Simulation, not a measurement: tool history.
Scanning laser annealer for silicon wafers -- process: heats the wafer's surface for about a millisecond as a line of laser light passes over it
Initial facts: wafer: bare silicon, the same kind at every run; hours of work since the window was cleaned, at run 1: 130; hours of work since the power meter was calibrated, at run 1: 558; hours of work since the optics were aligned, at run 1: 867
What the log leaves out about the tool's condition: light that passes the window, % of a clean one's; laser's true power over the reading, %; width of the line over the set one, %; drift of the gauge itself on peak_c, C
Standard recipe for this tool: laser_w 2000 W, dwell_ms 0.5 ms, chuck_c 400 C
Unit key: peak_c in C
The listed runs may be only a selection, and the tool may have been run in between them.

| run | hour | laser_w | dwell_ms | chuck_c | hours of work since the window was cleaned | hours of work since the power meter was calibrated | hours of work since the optics were aligned | peak_c |
|---|---|---|---|---|---|---|---|---|
| 1 | 0 | 2000 | 0.5 | 400 | 130 | 558 | 867 | 1100 |
| 2 | 30.4 | 2135 | 0.5 | 400 | 152 | 580 | 889 | 1153 |
| 3 | 65.1 | 2135 | 0.5 | 396 | 178 | 606 | 915 | 1147 |
| 4 | 103.5 | 2135 | 0.5 | 396 | 206 | 634 | 943 | 1142 |
| 5 | 121.7 | 2000 | 0.5 | 400 | 219 | 647 | 956 | 1095 |
| 6 | 143.1 | 2000 | 0.5 | 400 | 235 | 663 | 972 | 1090 |
| 7 | 158.6 | 2000 | 0.597 | 400 | 247 | 675 | 984 | 1146 |
| 8 | 174.3 | 1729 | 0.597 | 385 | 258 | 686 | 995 | 1016 |
| 9 | 211.1 | 2193 | 0.597 | 385 | 285 | 713 | 1022 | 1213 |
| 10 | 236.2 | 1745 | 0.582 | 370 | 304 | 732 | 1041 | 996 |
| 11 | 251.7 | 2000 | 0.583 | 400 | 315 | 743 | 1052 | 1133 |
| 12 | 267.7 | 1919 | 0.536 | 400 | 327 | 755 | 1064 | 1073 |
| 13 | 289.9 | 1861 | 0.5 | 413 | 343 | 771 | 1080 | 1045 |

For some of the steps in peak_c from one run to the next: how much would appear even if the tool had no hidden state, given the settings, what came in and random variation, and how much remains for the hidden state plus any gauge scatter that the measured result and the result without hidden state don't share?
Run 8 -> 9: laser_w 1729 -> 2193. peak_c +197 C: hidden state -9, all else +206.
Run 9 -> 10: laser_w 2193 -> 1745, dwell_ms 0.597 -> 0.582, chuck_c 385 -> 370. peak_c -217 C: hidden state +7, all else -224.
